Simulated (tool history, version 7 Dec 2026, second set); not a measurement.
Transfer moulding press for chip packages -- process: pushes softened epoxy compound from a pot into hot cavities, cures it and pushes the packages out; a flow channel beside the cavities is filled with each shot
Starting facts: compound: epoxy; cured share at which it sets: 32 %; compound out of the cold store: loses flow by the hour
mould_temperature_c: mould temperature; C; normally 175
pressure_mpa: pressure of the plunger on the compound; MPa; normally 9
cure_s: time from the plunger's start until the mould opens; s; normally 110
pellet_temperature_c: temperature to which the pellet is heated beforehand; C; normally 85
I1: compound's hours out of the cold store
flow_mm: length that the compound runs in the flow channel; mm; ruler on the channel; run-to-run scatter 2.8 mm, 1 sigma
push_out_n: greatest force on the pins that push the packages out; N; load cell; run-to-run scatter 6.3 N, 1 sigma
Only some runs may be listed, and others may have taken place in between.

run 1 hour=0 | mould_temperature_c=175 pressure_mpa=9 cure_s=110 pellet_temperature_c=85 | I1=25.4 | flow_mm=723 push_out_n=268
run 2 hour=20.8 | mould_temperature_c=175 pressure_mpa=9 cure_s=124 pellet_temperature_c=85 | I1=25.7 | flow_mm=721 push_out_n=273
-- hour=41.6 cavities cleaned with cleaning compound and waxed
run 3 hour=52.6 | mould_temperature_c=175 pressure_mpa=9 cure_s=124 pellet_temperature_c=85 | I1=45.7 | flow_mm=680 push_out_n=243
run 4 hour=67.3 | mould_temperature_c=175 pressure_mpa=9 cure_s=124 pellet_temperature_c=85 | I1=18 | flow_mm=729 push_out_n=271
run 5 hour=85.9 | mould_temperature_c=175 pressure_mpa=9 cure_s=110 pellet_temperature_c=85 | I1=9.4 | flow_mm=747 push_out_n=338
-- hour=93.7 cavities cleaned with cleaning compound and waxed
run 6 hour=117.5 | mould_temperature_c=175 pressure_mpa=9 cure_s=110 pellet_temperature_c=85 | I1=9 | flow_mm=748 push_out_n=312
-- hour=122 mould's thermocouples calibrated
-- hour=148.5 cavities cleaned with cleaning compound and waxed
run 7 hour=151 | mould_temperature_c=179 pressure_mpa=7.12 cure_s=98 pellet_temperature_c=85 | I1=42.6 | flow_mm=586 push_out_n=256
run 8 hour=177 | mould_temperature_c=173 pressure_mpa=7.73 cure_s=104 pellet_temperature_c=75 | I1=36.2 | flow_mm=633 push_out_n=444
-- hour=197.3 mould's thermocouples calibrated, once more
-- hour=202.3 cavities cleaned with cleaning compound and waxed
run 9 hour=202.3 | mould_temperature_c=171 pressure_mpa=8.67 cure_s=127 pellet_temperature_c=85 | I1=45.3 | flow_mm=650 push_out_n=244
run 10 hour=223.3 | mould_temperature_c=177 pressure_mpa=9.08 cure_s=123 pellet_temperature_c=91 | I1=39 | flow_mm=669 push_out_n=238
run 11 hour=236.3 | mould_temperature_c=172 pressure_mpa=7.01 cure_s=144 pellet_temperature_c=83 | I1=15.7 | flow_mm=627 push_out_n=277
-- hour=254.6 cavities cleaned with cleaning compound and waxed
run 12 hour=267 | mould_temperature_c=172 pressure_mpa=7.01 cure_s=144 pellet_temperature_c=83 | I1=38.8 | flow_mm=586 push_out_n=240

Had the tool no unlogged condition, and each run kept its random variation, what would the results have been?
Hidden conditions of the tool in this case: true mould temperature over the reading, C; pressure that reaches the compound, % of what is set; grip of the stained cavities, % over clean ones'; drift of the gauge itself on flow_mm, %; drift of the gauge itself on push_out_n, %.
run=1 flow_mm=724 push_out_n=228
run=2 flow_mm=725 push_out_n=211
run=3 flow_mm=689 push_out_n=210
run=4 flow_mm=740 push_out_n=213
run=5 flow_mm=761 push_out_n=242
run=6 flow_mm=766 push_out_n=242
run=7 flow_mm=604 push_out_n=223
run=8 flow_mm=654 push_out_n=309
run=9 flow_mm=681 push_out_n=244
run=10 flow_mm=704 push_out_n=202
run=11 flow_mm=662 push_out_n=220
run=12 flow_mm=623 push_out_n=215
